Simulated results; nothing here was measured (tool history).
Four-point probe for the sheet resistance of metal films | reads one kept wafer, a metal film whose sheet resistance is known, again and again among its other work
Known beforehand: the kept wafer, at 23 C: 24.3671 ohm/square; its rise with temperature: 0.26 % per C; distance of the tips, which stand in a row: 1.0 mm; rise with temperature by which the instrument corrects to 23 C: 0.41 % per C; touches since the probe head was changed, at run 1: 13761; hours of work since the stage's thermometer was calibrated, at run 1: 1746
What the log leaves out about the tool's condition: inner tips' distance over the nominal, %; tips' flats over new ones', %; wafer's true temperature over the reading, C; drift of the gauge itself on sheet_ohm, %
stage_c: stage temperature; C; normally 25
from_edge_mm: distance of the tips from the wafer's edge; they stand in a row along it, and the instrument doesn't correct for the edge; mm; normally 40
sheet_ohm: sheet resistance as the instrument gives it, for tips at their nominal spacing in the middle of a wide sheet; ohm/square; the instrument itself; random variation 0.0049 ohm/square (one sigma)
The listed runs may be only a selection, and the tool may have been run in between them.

| run | day | stage_c | from_edge_mm | touches since the probe head was changed | hours of work since the stage's thermometer was calibrated | sheet_ohm |
|---|---|---|---|---|---|---|
| 1 | 0.000 | 25 | 40 | 13761 | 1746 | 24.208258 |
| 2 | 0.379 | 25 | 40 | 14038 | 1753 | 24.198715 |
| 3 | 1.017 | 25 | 40 | 14505 | 1765 | 24.197461 |
| 4 | 1.521 | 25 | 40 | 14875 | 1774 | 24.194066 |
| 5 | 2.021 | 25 | 40 | 15241 | 1784 | 24.202445 |
| 6 | 2.650 | 25 | 6 | 15700 | 1796 | 24.546734 |
| 7 | 3.221 | 25 | 6 | 16119 | 1806 | 24.547817 |
| 8 | 3.625 | 19 | 65 | 16416 | 1814 | 24.424690 |
|  | 3.696 | stage's thermometer calibrated |
| 9 | 4.442 | 30 | 18 | 16999 | 14 | 24.030103 |
| 10 | 4.883 | 30 | 18 | 17322 | 22 | 24.036888 |
| 11 | 5.492 | 30 | 18 | 17767 | 34 | 24.034390 |
| 12 | 5.867 | 28 | 52 | 18040 | 41 | 24.069857 |
| 13 | 6.667 | 24 | 21 | 18627 | 56 | 24.246545 |
| 14 | 7.375 | 24 | 21 | 19146 | 69 | 24.232684 |

What if the next run were any one of these 4? Each begins from the tool's condition after run 14:
|  | 7.654 | stage's thermometer calibrated, once more |
| A | 7.933 | 30 | 7 | 19539 | 5 | ? |
|  | 7.654 | stage's thermometer calibrated, once more |
| B | 7.933 | 26 | 8 | 19539 | 5 | ? |
|  | 7.654 | stage's thermometer calibrated, once more |
| C | 7.933 | 28 | 4 | 19539 | 5 | ? |
|  | 7.654 | stage's thermometer calibrated, once more |
| D | 7.933 | 21 | 20 | 19539 | 5 | ? |

| run | sheet_ohm |
|---|---|
| A | 24.304920 |
| B | 24.382800 |
| C | 24.887785 |
| D | 24.402997 |
Stripped of hidden state, with their random variation kept, the same runs would have yielded:
| run | sheet_ohm |
|---|---|
| A | 24.378123 |
| B | 24.456251 |
| C | 24.962611 |
| D | 24.476547 |
